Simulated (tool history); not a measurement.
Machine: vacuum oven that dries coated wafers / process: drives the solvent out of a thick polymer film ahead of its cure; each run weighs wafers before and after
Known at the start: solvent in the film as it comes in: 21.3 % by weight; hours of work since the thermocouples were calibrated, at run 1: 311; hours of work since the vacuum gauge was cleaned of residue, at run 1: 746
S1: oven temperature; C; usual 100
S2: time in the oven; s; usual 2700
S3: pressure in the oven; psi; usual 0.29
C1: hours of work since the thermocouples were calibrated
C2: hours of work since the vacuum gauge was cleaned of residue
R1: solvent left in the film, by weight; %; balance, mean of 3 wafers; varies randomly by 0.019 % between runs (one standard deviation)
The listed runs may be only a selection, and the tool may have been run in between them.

| run | hour | S1 | S2 | S3 | C1 | C2 | R1 |
|---|---|---|---|---|---|---|---|
| 1 | 0 | 100 | 2700 | 0.29 | 311 | 746 | 2.93 |
| 2 | 14 | 100 | 2700 | 0.29 | 321 | 757 | 2.98 |
| 3 | 27.3 | 100 | 2700 | 0.348 | 331 | 767 | 3.14 |
| 4 | 41.3 | 100 | 2700 | 0.348 | 342 | 777 | 3.2 |
| 5 | 64.7 | 100 | 2700 | 0.29 | 359 | 795 | 2.98 |
| 6 | 92.7 | 100 | 2700 | 0.29 | 380 | 815 | 2.98 |
| 7 | 112.5 | 100 | 2700 | 0.464 | 395 | 830 | 3.67 |
| 8 | 128.4 | 106 | 2700 | 0.29 | 407 | 842 | 1.63 |
| 9 | 153.6 | 100 | 3780 | 0.29 | 426 | 861 | 2.01 |
| 10 | 168.1 | 107 | 3780 | 0.29 | 436 | 872 | 1.13 |
| 11 | 185.1 | 107 | 3780 | 0.29 | 449 | 885 | 1.13 |
| 12 | 208.5 | 100 | 2700 | 0.29 | 467 | 902 | 3.03 |
| 13 | 221.5 | 100 | 2700 | 0.29 | 476 | 912 | 3.04 |
| 14 | 237.2 | 100 | 2700 | 0.29 | 488 | 924 | 3.05 |
| 15 | 252.1 | 100 | 2700 | 0.29 | 499 | 935 | 3.04 |
| 16 | 267.1 | 100 | 2700 | 0.748 | 510 | 946 | 4.89 |
| 17 | 284.3 | 100 | 2700 | 0.748 | 523 | 959 | 4.9 |
| 18 | 301.8 | 100 | 2700 | 0.748 | 536 | 972 | 4.89 |
| 19 | 316.1 | 100 | 2700 | 0.748 | 547 | 983 | 4.89 |
| 20 | 329.9 | 100 | 2700 | 0.29 | 557 | 993 | 3.07 |
| 21 | 350.5 | 100 | 3660 | 0.29 | 573 | 1008 | 2.14 |
| 22 | 368.6 | 100 | 1980 | 0.29 | 586 | 1022 | 4.49 |
| 23 | 391.5 | 100 | 1980 | 0.29 | 604 | 1039 | 4.55 |
| 24 | 409.3 | 87 | 2700 | 0.29 | 617 | 1052 | 8.71 |
| 25 | 432.4 | 87 | 2700 | 0.29 | 634 | 1070 | 8.83 |
| 26 | 457.7 | 100 | 1800 | 1.008 | 653 | 1089 | 7.63 |
| 27 | 470.5 | 96 | 2280 | 0.212 | 663 | 1098 | 5.19 |
|  | 474.3 | oven's thermocouples calibrated |
| 28 | 495.1 | 104 | 3660 | 0.212 | 16 | 1115 | 1.15 |
| 29 | 521.4 | 100 | 1860 | 0.502 | 35 | 1135 | 5.45 |
| 30 | 534.6 | 100 | 1860 | 0.502 | 45 | 1145 | 5.47 |
| 31 | 556.1 | 96 | 1560 | 0.634 | 61 | 1161 | 8.71 |
| 32 | 572.7 | 107 | 2100 | 0.345 | 74 | 1173 | 2.17 |
| 33 | 584.4 | 107 | 4560 | 0.213 | 82 | 1182 | 0.83 |
| 34 | 605 | 114 | 1800 | 0.257 | 98 | 1197 | 1.09 |
| 35 | 623.8 | 96 | 3840 | 0.257 | 112 | 1211 | 2.82 |
| 36 | 650.2 | 93 | 3840 | 0.29 | 132 | 1231 | 4.01 |
| 37 | 674.5 | 108 | 2820 | 0.608 | 150 | 1249 | 2.33 |
| 38 | 692.1 | 108 | 2820 | 0.608 | 163 | 1262 | 2.34 |
| 39 | 715.1 | 108 | 2820 | 0.608 | 180 | 1280 | 2.34 |
| 40 | 726.5 | 108 | 2820 | 0.608 | 189 | 1288 | 2.37 |
| 41 | 751.1 | 103 | 2700 | 0.621 | 207 | 1307 | 3.49 |
| 42 | 768.6 | 109 | 3120 | 0.277 | 220 | 1320 | 1.08 |
| 43 | 781.8 | 104 | 3120 | 0.85 | 230 | 1330 | 3.81 |
| 44 | 801.3 | 87 | 2700 | 0.16 | 245 | 1344 | 8.04 |
| 45 | 829.2 | 100 | 2580 | 0.393 | 265 | 1365 | 3.69 |
| 46 | 847.7 | 100 | 1440 | 0.912 | 279 | 1379 | 8.36 |
| 47 | 875.5 | 98 | 2820 | 0.222 | 300 | 1400 | 3.34 |

4 ways to go on from here, each from the tool as it stands after run 47. What would each give?
| A | 893.7 | 97 | 2820 | 0.149 | 314 | 1413 | ? |
| B | 893.7 | 98 | 2520 | 0.222 | 314 | 1413 | ? |
| C | 893.7 | 93 | 2040 | 0.957 | 314 | 1413 | ? |
| D | 893.7 | 86 | 2700 | 0.29 | 314 | 1413 | ? |

| run | R1 |
|---|---|
| A | 3.4 |
| B | 3.84 |
| C | 10.15 |
| D | 9.25 |
Stripped of hidden state, with their random variation kept, the same runs would have yielded:
| run | R1 |
|---|---|
| A | 2.93 |
| B | 3.36 |
| C | 9.56 |
| D | 8.64 |

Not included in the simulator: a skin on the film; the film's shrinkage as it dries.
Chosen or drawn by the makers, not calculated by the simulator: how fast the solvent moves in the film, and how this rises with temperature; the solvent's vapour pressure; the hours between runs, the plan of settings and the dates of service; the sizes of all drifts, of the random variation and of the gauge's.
